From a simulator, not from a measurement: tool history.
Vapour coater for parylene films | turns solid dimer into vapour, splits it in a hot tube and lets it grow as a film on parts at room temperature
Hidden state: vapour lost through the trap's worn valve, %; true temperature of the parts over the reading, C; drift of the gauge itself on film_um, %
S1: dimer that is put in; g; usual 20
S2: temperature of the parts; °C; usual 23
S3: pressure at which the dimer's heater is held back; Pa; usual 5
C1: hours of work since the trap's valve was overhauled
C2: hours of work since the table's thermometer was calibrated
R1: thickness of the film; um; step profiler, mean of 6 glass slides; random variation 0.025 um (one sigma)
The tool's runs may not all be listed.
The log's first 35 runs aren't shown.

At hour 1999.8: table's thermometer calibrated.
Run 36, hour 2012.2: usual settings but S2 25 °C, S3 2.41 Pa; C1 286; C2 7. Result: R1 3.13 um.
Run 37, hour 2084.3: usual settings but S2 25 °C, S3 2.41 Pa; C1 325; C2 46. Result: R1 3.13 um.
At hour 2122.7: trap's valve overhauled.
Run 38, hour 2125.5: usual settings but S1 9 g, S2 18 °C, S3 3.74 Pa; C1 2; C2 67. Result: R1 1.49 um.
Run 39, hour 2197.7: usual settings but S1 9 g, S2 25 °C, S3 3.74 Pa; C1 41; C2 106. Result: R1 1.29 um.
Run 40, hour 2265.9: usual settings but S1 9 g, S2 18 °C, S3 2.59 Pa; C1 78; C2 143. Result: R1 1.6 um.
Run 41, hour 2345: usual settings but S1 13 g, S2 19 °C, S3 3.96 Pa; C1 122; C2 187. Result: R1 2.01 um.
Run 42, hour 2413.1: usual settings but S1 13 g, S2 19 °C, S3 3.96 Pa; C1 159; C2 224. Result: R1 2.04 um.
Run 43, hour 2475.9: usual settings but S1 27 g, S2 21 °C, S3 8.86 Pa; C1 193; C2 258. Result: R1 3.49 um.
Run 44, hour 2511.4: usual settings but S2 27 °C; C1 213; C2 278. Result: R1 2.64 um.
Run 45, hour 2569.2: usual settings but S1 34 g; C1 244; C2 309. Result: R1 4.77 um.
Run 46, hour 2602.9: usual settings but S1 15 g; C1 263; C2 328. Result: R1 2.1 um.
Run 47, hour 2683.3: usual settings but S1 15 g, S2 22 °C, S3 4.91 Pa; C1 307; C2 372. Result: R1 2.14 um.

Forecast each of these 4 alternatives for the next run:
At hour 2751.5: trap's valve overhauled.
Run A, hour 2751.5: usual settings but S2 16 °C; C1 0; C2 407. Result: R1 ?.
At hour 2751.5: trap's valve overhauled.
Run B, hour 2751.5: usual settings but S1 15 g, S2 25 °C, S3 3.22 Pa; C1 0; C2 407. Result: R1 ?.
At hour 2751.5: trap's valve overhauled.
Run C, hour 2751.5: usual settings but S1 18 g, S2 15 °C, S3 5.24 Pa; C1 0; C2 407. Result: R1 ?.
At hour 2751.5: trap's valve overhauled.
Run D, hour 2751.5: usual settings but S1 15 g, S2 22 °C, S3 6.78 Pa; C1 0; C2 407. Result: R1 ?.

run    R1
  A  3.18
  B  2.23
  C  2.91
  D  2.02
Without the tool's hidden state the same runs would have given:
run    R1
  A  3.18
  B  2.23
  C  2.91
  D  2.02
